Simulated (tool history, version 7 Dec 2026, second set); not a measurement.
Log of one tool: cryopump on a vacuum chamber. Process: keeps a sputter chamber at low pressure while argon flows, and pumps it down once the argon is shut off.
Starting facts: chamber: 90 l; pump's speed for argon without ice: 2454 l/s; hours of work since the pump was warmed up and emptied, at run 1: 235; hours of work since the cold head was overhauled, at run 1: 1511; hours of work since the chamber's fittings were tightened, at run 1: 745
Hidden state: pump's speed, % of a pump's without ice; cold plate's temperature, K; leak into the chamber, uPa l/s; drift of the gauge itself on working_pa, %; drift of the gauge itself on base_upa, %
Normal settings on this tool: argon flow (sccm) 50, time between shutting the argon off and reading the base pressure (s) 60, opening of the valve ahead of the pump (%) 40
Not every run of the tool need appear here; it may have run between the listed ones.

run    hour  argon flow (sccm)  time between shutting the argon off and reading the base pressure (s)  opening of the valve ahead of the pump (%)  hours of work since the pump was warmed up and emptied  hours of work since the cold head was overhauled  hours of work since the chamber's fittings were tightened  pressure while argon flows (Pa)  pressure after the wait (uPa)
  1       0                 50                                                                     60                                          40                                                     235                                              1511                                                        745                           0.0899                           1.29
  2    37.5                 50                                                                     60                                          40                                                     257                                              1532                                                        766                           0.0926                           1.33
  3    87.1                 50                                                                     60                                          40                                                     284                                              1560                                                        794                            0.092                            1.3
  4   162.7                 50                                                                     60                                          40                                                     327                                              1602                                                        836                           0.0934                           1.33
  5   233.5                 50                                                                     60                                          40                                                     366                                              1642                                                        876                           0.0939                           1.41
  6   276.4                 50                                                                     60                                          40                                                     391                                              1666                                                        900                            0.095                           1.36
  7   326.8                 50                                                                     60                                          40                                                     419                                              1694                                                        928                            0.094                           1.46
  8   361.7                 50                                                                     70                                          40                                                     438                                              1714                                                        948                           0.0937                           1.38
  9     427                 50                                                                     70                                          23                                                     475                                              1751                                                        985                             0.16                           1.38
 10   485.3                 50                                                                     60                                          40                                                     508                                              1783                                                       1017                           0.0971                           1.53
 11   553.7                 50                                                                     60                                          40                                                     546                                              1822                                                       1056                           0.0984                           1.58
 12   607.6                 50                                                                     59                                          37                                                     576                                              1852                                                       1086                           0.1047                           1.53
      646.4  -- pump warmed up, emptied and cooled again
 13   647.7                 50                                                                     59                                          37                                                       1                                              1872                                                       1106                            0.095                            1.4
 14   713.4                 50                                                                     52                                          37                                                      38                                              1909                                                       1143                           0.0947                           1.59
 15   791.4                 50                                                                     61                                          37                                                      81                                              1952                                                       1186                           0.0959                           1.45
 16   859.6                 20                                                                     60                                          22                                                     120                                              1991                                                       1225                           0.0651                           1.48
 17   907.5                 41                                                                    254                                          15                                                     147                                              2017                                                       1251                           0.1906                           0.93
 18     948                 41                                                                    254                                          15                                                     169                                              2040                                                       1274                           0.1897                              1
 19  1020.9                 41                                                                    221                                          15                                                     210                                              2081                                                       1315                           0.1936                           1.05

Alternative continuations, all from the tool just after run 19; predict every row:
  A  1076.2                 50                                                                    221                                          40                                                     241                                              2112                                                       1346                                ?                              ?
  B  1076.2                 54                                                                     25                                          40                                                     241                                              2112                                                       1346                                ?                              ?
  C  1076.2                 41                                                                     52                                          15                                                     241                                              2112                                                       1346                                ?                              ?
  D  1076.2                 34                                                                    113                                          16                                                     241                                              2112                                                       1346                                ?                              ?
  E  1076.2                 24                                                                    281                                          27                                                     241                                              2112                                                       1346                                ?                              ?

run  pressure while argon flows (Pa)  pressure after the wait (uPa)
  A                           0.0906                           1.07
  B                           0.0997                            2.6
  C                           0.1923                           1.75
  D                            0.151                           1.26
  E                           0.0631                           0.99
What these runs would have given with no unlogged condition in the tool:
run  pressure while argon flows (Pa)  pressure after the wait (uPa)
  A                           0.0852                           0.32
  B                           0.0937                           1.86
  C                           0.1877                           0.98
  D                           0.1473                            0.5
  E                           0.0604                           0.26
